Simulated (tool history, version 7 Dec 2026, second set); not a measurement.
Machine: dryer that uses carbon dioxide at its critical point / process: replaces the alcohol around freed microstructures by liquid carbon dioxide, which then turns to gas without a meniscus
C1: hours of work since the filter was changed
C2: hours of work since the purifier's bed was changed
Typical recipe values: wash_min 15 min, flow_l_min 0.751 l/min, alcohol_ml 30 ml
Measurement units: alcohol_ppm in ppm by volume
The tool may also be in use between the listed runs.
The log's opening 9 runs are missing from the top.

run 10 day=2.629 | wash_min=15 flow_l_min=0.791 alcohol_ml=30 | C1=185 C2=111 | alcohol_ppm=254
run 11 day=2.883 | wash_min=15 flow_l_min=0.751 alcohol_ml=63 | C1=188 C2=114 | alcohol_ppm=631
run 12 day=3.292 | wash_min=15 flow_l_min=0.751 alcohol_ml=63 | C1=193 C2=119 | alcohol_ppm=619
run 13 day=3.638 | wash_min=16 flow_l_min=0.751 alcohol_ml=63 | C1=197 C2=123 | alcohol_ppm=493
run 14 day=3.842 | wash_min=16 flow_l_min=0.751 alcohol_ml=63 | C1=200 C2=125 | alcohol_ppm=499
run 15 day=4.188 | wash_min=16 flow_l_min=0.751 alcohol_ml=63 | C1=204 C2=130 | alcohol_ppm=500
run 16 day=4.521 | wash_min=15 flow_l_min=0.519 alcohol_ml=30 | C1=208 C2=134 | alcohol_ppm=1037
run 17 day=4.792 | wash_min=15 flow_l_min=0.519 alcohol_ml=30 | C1=211 C2=137 | alcohol_ppm=1043
run 18 day=5.146 | wash_min=15 flow_l_min=0.519 alcohol_ml=36 | C1=216 C2=141 | alcohol_ppm=1244
run 19 day=5.442 | wash_min=15 flow_l_min=0.519 alcohol_ml=36 | C1=219 C2=145 | alcohol_ppm=1281
run 20 day=5.783 | wash_min=15 flow_l_min=0.519 alcohol_ml=36 | C1=223 C2=149 | alcohol_ppm=1288
run 21 day=6.021 | wash_min=20 flow_l_min=0.967 alcohol_ml=33 | C1=226 C2=152 | alcohol_ppm=57
run 22 day=6.362 | wash_min=20 flow_l_min=0.967 alcohol_ml=33 | C1=230 C2=156 | alcohol_ppm=53

Predict the results of run 23:
run 23 day=6.604 | wash_min=15 flow_l_min=0.979 alcohol_ml=72 | C1=233 C2=159 | alcohol_ppm=?

{"run 23": {"alcohol_ppm": 264}}
Minus the tool's unlogged condition, the same run would have read alcohol_ppm 145 ppm by volume.

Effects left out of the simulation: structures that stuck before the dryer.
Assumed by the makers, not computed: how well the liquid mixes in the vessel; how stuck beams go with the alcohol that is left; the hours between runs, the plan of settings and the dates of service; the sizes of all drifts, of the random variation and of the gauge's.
